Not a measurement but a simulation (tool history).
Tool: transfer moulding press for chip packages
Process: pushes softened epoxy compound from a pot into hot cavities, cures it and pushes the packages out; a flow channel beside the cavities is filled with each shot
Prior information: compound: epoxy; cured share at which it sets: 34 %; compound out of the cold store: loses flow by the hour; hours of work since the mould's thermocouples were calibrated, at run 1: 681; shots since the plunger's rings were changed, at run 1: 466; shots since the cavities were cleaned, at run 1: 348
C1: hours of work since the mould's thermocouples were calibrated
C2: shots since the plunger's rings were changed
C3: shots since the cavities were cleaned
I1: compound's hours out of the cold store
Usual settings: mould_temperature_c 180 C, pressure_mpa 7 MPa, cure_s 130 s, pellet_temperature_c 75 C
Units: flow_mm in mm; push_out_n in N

run 1 day=0 | mould_temperature_c=180 pressure_mpa=7 cure_s=130 pellet_temperature_c=75 | C1=681 C2=466 C3=348 | I1=27 | flow_mm=580 push_out_n=563
-- day=0.688 cavities cleaned with cleaning compound and waxed
run 2 day=0.962 | mould_temperature_c=180 pressure_mpa=7 cure_s=130 pellet_temperature_c=75 | C1=694 C2=656 C3=58 | I1=15.1 | flow_mm=618 push_out_n=608
run 3 day=2.029 | mould_temperature_c=180 pressure_mpa=7 cure_s=135 pellet_temperature_c=75 | C1=710 C2=881 C3=283 | I1=17.5 | flow_mm=610 push_out_n=553
-- day=3.083 cavities cleaned with cleaning compound and waxed
run 4 day=3.267 | mould_temperature_c=180 pressure_mpa=7 cure_s=135 pellet_temperature_c=75 | C1=727 C2=1129 C3=38 | I1=40.8 | flow_mm=537 push_out_n=547
run 5 day=4.304 | mould_temperature_c=180 pressure_mpa=7 cure_s=135 pellet_temperature_c=75 | C1=742 C2=1349 C3=258 | I1=11.3 | flow_mm=633 push_out_n=572
-- day=5.475 cavities cleaned with cleaning compound and waxed
run 6 day=5.933 | mould_temperature_c=180 pressure_mpa=7 cure_s=135 pellet_temperature_c=75 | C1=765 C2=1680 C3=97 | I1=47.8 | flow_mm=515 push_out_n=500
run 7 day=7.529 | mould_temperature_c=180 pressure_mpa=5.55 cure_s=130 pellet_temperature_c=75 | C1=789 C2=2017 C3=434 | I1=26.7 | flow_mm=515 push_out_n=588
-- day=7.788 cavities cleaned with cleaning compound and waxed
run 8 day=9.033 | mould_temperature_c=184 pressure_mpa=7 cure_s=130 pellet_temperature_c=75 | C1=810 C2=2322 C3=264 | I1=45.7 | flow_mm=515 push_out_n=474
run 9 day=9.704 | mould_temperature_c=184 pressure_mpa=7 cure_s=130 pellet_temperature_c=75 | C1=820 C2=2464 C3=406 | I1=37.7 | flow_mm=530 push_out_n=458
-- day=10.142 cavities cleaned with cleaning compound and waxed
run 10 day=10.492 | mould_temperature_c=175 pressure_mpa=7 cure_s=130 pellet_temperature_c=75 | C1=831 C2=2617 C3=74 | I1=47.9 | flow_mm=526 push_out_n=774
run 11 day=11.775 | mould_temperature_c=175 pressure_mpa=7 cure_s=130 pellet_temperature_c=75 | C1=850 C2=2888 C3=345 | I1=39.1 | flow_mm=552 push_out_n=789
-- day=11.992 mould's thermocouples calibrated
-- day=12.629 cavities cleaned with cleaning compound and waxed
run 12 day=12.775 | mould_temperature_c=175 pressure_mpa=7 cure_s=130 pellet_temperature_c=75 | C1=11 C2=3068 C3=30 | I1=31.8 | flow_mm=573 push_out_n=796
run 13 day=14 | mould_temperature_c=180 pressure_mpa=8.4 cure_s=138 pellet_temperature_c=75 | C1=29 C2=3328 C3=290 | I1=23.3 | flow_mm=642 push_out_n=535

Estimate the outcome of run 14 from the log above:
run 14 day=14.796 | mould_temperature_c=187 pressure_mpa=7.35 cure_s=123 pellet_temperature_c=75 | C1=40 C2=3496 C3=458 | I1=38.1 | flow_mm=? push_out_n=?

{"run 14": {"flow_mm": 546, "push_out_n": 447}}
If the tool had no hidden condition, the same run with the same run-to-run variation would have returned flow_mm 546 mm, push_out_n 443 N.

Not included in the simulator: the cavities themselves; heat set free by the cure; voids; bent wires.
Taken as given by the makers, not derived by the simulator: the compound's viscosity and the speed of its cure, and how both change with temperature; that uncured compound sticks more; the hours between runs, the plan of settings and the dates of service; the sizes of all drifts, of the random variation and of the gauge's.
